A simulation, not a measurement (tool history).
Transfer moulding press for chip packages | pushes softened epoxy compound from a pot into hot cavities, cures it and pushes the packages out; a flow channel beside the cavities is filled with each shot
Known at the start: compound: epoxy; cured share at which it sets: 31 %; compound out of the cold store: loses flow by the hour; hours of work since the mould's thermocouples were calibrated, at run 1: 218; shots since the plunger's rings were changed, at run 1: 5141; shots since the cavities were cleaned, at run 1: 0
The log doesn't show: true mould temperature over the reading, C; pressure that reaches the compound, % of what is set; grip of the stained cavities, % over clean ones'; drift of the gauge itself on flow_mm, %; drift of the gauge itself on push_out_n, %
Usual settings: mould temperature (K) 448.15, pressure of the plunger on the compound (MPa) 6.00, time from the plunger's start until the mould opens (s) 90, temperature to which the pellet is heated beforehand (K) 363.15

run   hour  mould temperature (K)  pressure of the plunger on the compound (MPa)  time from the plunger's start until the mould opens (s)  temperature to which the pellet is heated beforehand (K)  hours of work since the mould's thermocouples were calibrated  shots since the plunger's rings were changed  shots since the cavities were cleaned  incoming compound's hours out of the cold store  length that the compound runs in the flow channel (mm)  greatest force on the pins that push the packages out (N)
  1    0.0                 448.15                                           6.00                                                       90                                                    363.15                                                            218                                          5141                                      0                                             29.9                                                     647                                                        384
  2   36.5                 448.15                                           6.00                                                       90                                                    363.15                                                            238                                          5554                                    413                                             10.9                                                     731                                                        404
  3   64.7                 448.15                                           6.00                                                       90                                                    363.15                                                            253                                          5873                                    732                                             38.7                                                     615                                                        365
      78.4  -- plunger's sealing rings changed
  4   86.5                 448.15                                           6.00                                                       90                                                    363.15                                                            264                                            91                                    949                                             41.5                                                     610                                                        378
     105.4  -- cavities cleaned with cleaning compound and waxed
  5  106.0                 448.15                                           6.00                                                       90                                                    363.15                                                            273                                           295                                      7                                             10.3                                                     725                                                        403
  6  132.1                 448.15                                           6.00                                                       90                                                    363.15                                                            287                                           590                                    302                                             31.7                                                     641                                                        373
  7  150.2                 448.15                                           4.95                                                       90                                                    363.15                                                            297                                           795                                    507                                             44.6                                                     551                                                        347
  8  173.9                 445.15                                           6.00                                                       90                                                    363.15                                                            310                                          1063                                    775                                             39.9                                                     636                                                        462
     208.6  -- cavities cleaned with cleaning compound and waxed
  9  210.7                 448.15                                           6.00                                                       90                                                    356.15                                                            329                                          1462                                     23                                             40.3                                                     622                                                        375
 10  228.4                 448.15                                           6.00                                                       90                                                    355.15                                                            339                                          1662                                    223                                             27.3                                                     669                                                        403
 11  253.7                 448.15                                           6.00                                                       90                                                    355.15                                                            352                                          1949                                    510                                             31.8                                                     645                                                        378
 12  270.6                 448.15                                           6.00                                                       90                                                    363.15                                                            361                                          2139                                    700                                             44.6                                                     594                                                        361
 13  295.8                 448.15                                           6.00                                                      124                                                    363.15                                                            375                                          2425                                    986                                             27.8                                                     663                                                        286
     311.2  -- cavities cleaned with cleaning compound and waxed
 14  327.7                 448.15                                           6.00                                                      110                                                    363.15                                                            391                                          2769                                    186                                              9.3                                                     736                                                        302
 15  357.3                 451.15                                           6.00                                                      110                                                    363.15                                                            407                                          3104                                    521                                             31.6                                                     642                                                        279
 16  380.9                 448.15                                           5.93                                                       94                                                    363.15                                                            420                                          3371                                    788                                             39.1                                                     623                                                        335
 17  401.3                 453.15                                           6.00                                                       87                                                    366.15                                                            431                                          3601                                   1018                                             26.1                                                     645                                                        325
     414.5  -- cavities cleaned with cleaning compound and waxed
 18  439.1                 453.15                                           4.70                                                       87                                                    366.15                                                            451                                          4012                                    278                                             45.4                                                     510                                                        329
     444.3  -- mould's thermocouples calibrated
 19  480.6                 453.15                                           4.70                                                       87                                                    366.15                                                             20                                          4459                                    725                                             31.3                                                     564                                                        311
 20  506.4                 448.15                                           6.00                                                       72                                                    363.15                                                             34                                          4750                                   1016                                             28.3                                                     652                                                        650
     520.0  -- cavities cleaned with cleaning compound and waxed
 21  537.1                 454.15                                           7.32                                                      101                                                    361.15                                                             49                                          5080                                    193                                             15.6                                                     753                                                        279
 22  553.5                 441.15                                           7.32                                                      101                                                    367.15                                                             58                                          5266                                    379                                             29.5                                                     740                                                        492
 23  589.8                 454.15                                           4.58                                                       94                                                    367.15                                                             78                                          5677                                    790                                              9.0                                                     615                                                        286
     620.9  -- plunger's sealing rings changed
     624.9  -- cavities cleaned with cleaning compound and waxed
 24  625.2                 452.15                                           4.96                                                       94                                                    367.15                                                             95                                            32                                      3                                             31.2                                                     576                                                        293
 25  647.2                 452.15                                           4.96                                                       94                                                    367.15                                                            107                                           280                                    251                                             42.2                                                     543                                                        293
 26  672.3                 452.15                                           4.96                                                       94                                                    367.15                                                            120                                           564                                    535                                             18.9                                                     613                                                        314
 27  695.6                 446.15                                           6.00                                                       90                                                    356.15                                                            133                                           827                                    798                                             47.0                                                     608                                                        423

Forecast each of these 4 alternatives for the next run:
     729.1  -- cavities cleaned with cleaning compound and waxed
  A  730.3                 448.15                                           5.33                                                      124                                                    363.15                                                            151                                          1203                                     13                                             39.7                                                       ?                                                          ?
     729.1  -- cavities cleaned with cleaning compound and waxed
  B  730.3                 455.15                                           6.00                                                       72                                                    356.15                                                            151                                          1203                                     13                                             12.9                                                       ?                                                          ?
     729.1  -- cavities cleaned with cleaning compound and waxed
  C  730.3                 452.15                                           6.00                                                       90                                                    373.15                                                            151                                          1203                                     13                                             47.0                                                       ?                                                          ?
     729.1  -- cavities cleaned with cleaning compound and waxed
  D  730.3                 448.15                                           5.45                                                       71                                                    363.15                                                            151                                          1203                                     13                                             19.7                                                       ?                                                          ?

run  length that the compound runs in the flow channel (mm)  greatest force on the pins that push the packages out (N)
  A                                                     573                                                        286
  B                                                     692                                                        397
  C                                                     582                                                        296
  D                                                     663                                                        677
Without the tool's hidden state the same runs would have given:
run  length that the compound runs in the flow channel (mm)  greatest force on the pins that push the packages out (N)
  A                                                     573                                                        286
  B                                                     693                                                        396
  C                                                     582                                                        296
  D                                                     663                                                        676
